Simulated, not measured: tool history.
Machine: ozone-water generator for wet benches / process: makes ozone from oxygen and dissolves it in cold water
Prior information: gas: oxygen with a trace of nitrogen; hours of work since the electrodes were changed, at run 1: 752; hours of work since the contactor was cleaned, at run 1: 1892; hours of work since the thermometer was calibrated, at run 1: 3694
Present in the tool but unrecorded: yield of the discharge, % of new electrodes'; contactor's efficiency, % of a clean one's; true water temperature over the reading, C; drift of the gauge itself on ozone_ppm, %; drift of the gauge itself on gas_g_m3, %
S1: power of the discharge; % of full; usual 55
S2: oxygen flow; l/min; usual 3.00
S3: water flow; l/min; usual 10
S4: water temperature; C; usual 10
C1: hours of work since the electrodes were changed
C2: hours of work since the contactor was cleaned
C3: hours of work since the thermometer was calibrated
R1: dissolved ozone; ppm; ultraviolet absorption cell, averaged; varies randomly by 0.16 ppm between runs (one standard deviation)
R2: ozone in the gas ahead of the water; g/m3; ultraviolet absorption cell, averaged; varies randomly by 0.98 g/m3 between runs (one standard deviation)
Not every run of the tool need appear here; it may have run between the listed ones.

run 1 hour=0.0 | S1=55 S2=3.00 S3=10 S4=10 | C1=752 C2=1892 C3=3694 | R1=21.3 R2=167.7
run 2 hour=29.3 | S1=55 S2=3.00 S3=10 S4=10 | C1=774 C2=1914 C3=3716 | R1=21.2 R2=166.2
run 3 hour=65.3 | S1=55 S2=3.00 S3=10 S4=7 | C1=801 C2=1941 C3=3743 | R1=22.2 R2=169.0
run 4 hour=84.1 | S1=55 S2=3.00 S3=10 S4=12 | C1=815 C2=1955 C3=3757 | R1=20.9 R2=168.7
run 5 hour=109.5 | S1=55 S2=3.00 S3=10 S4=12 | C1=834 C2=1974 C3=3776 | R1=20.7 R2=168.4
run 6 hour=138.2 | S1=55 S2=3.00 S3=10 S4=13 | C1=856 C2=1996 C3=3797 | R1=20.3 R2=168.7
run 7 hour=157.9 | S1=55 S2=3.00 S3=10 S4=10 | C1=870 C2=2010 C3=3812 | R1=21.2 R2=168.3
run 8 hour=184.0 | S1=55 S2=3.00 S3=10 S4=7 | C1=890 C2=2030 C3=3832 | R1=21.9 R2=168.3
run 9 hour=216.8 | S1=55 S2=3.00 S3=10 S4=10 | C1=915 C2=2055 C3=3856 | R1=21.3 R2=167.9
run 10 hour=247.4 | S1=86 S2=3.00 S3=10 S4=10 | C1=938 C2=2077 C3=3879 | R1=31.9 R2=255.1
run 11 hour=271.6 | S1=86 S2=3.00 S3=10 S4=10 | C1=956 C2=2096 C3=3897 | R1=32.6 R2=258.9
run 12 hour=288.1 | S1=86 S2=3.00 S3=14 S4=13 | C1=968 C2=2108 C3=3910 | R1=23.1 R2=255.2
run 13 hour=322.2 | S1=49 S2=2.59 S3=10 S4=6 | C1=994 C2=2133 C3=3935 | R1=20.2 R2=166.5
run 14 hour=342.4 | S1=55 S2=4.51 S3=9 S4=10 | C1=1009 C2=2149 C3=3950 | R1=22.1 R2=131.7
run 15 hour=371.0 | S1=55 S2=3.00 S3=13 S4=9 | C1=1030 C2=2170 C3=3972 | R1=17.2 R2=170.4
run 16 hour=398.1 | S1=42 S2=3.00 S3=8 S4=11 | C1=1050 C2=2190 C3=3992 | R1=19.5 R2=131.3
run 17 hour=424.9 | S1=42 S2=3.00 S3=8 S4=11 | C1=1070 C2=2210 C3=4012 | R1=19.5 R2=134.2
run 18 hour=456.0 | S1=96 S2=3.00 S3=14 S4=8 | C1=1094 C2=2234 C3=4035 | R1=26.9 R2=287.1
run 19 hour=475.6 | S1=68 S2=3.00 S3=16 S4=14 | C1=1108 C2=2248 C3=4050 | R1=16.6 R2=210.6

What does the tool deliver on the next run?
run 20 hour=494.4 | S1=68 S2=3.00 S3=16 S4=14 | C1=1122 C2=2262 C3=4064 | R1=? R2=?

R1: 16.4 ppm
R2: 207.9 g/m3
Had the tool carried no hidden state, the very same run would have given R1 16.4 ppm, R2 204.2 g/m3.

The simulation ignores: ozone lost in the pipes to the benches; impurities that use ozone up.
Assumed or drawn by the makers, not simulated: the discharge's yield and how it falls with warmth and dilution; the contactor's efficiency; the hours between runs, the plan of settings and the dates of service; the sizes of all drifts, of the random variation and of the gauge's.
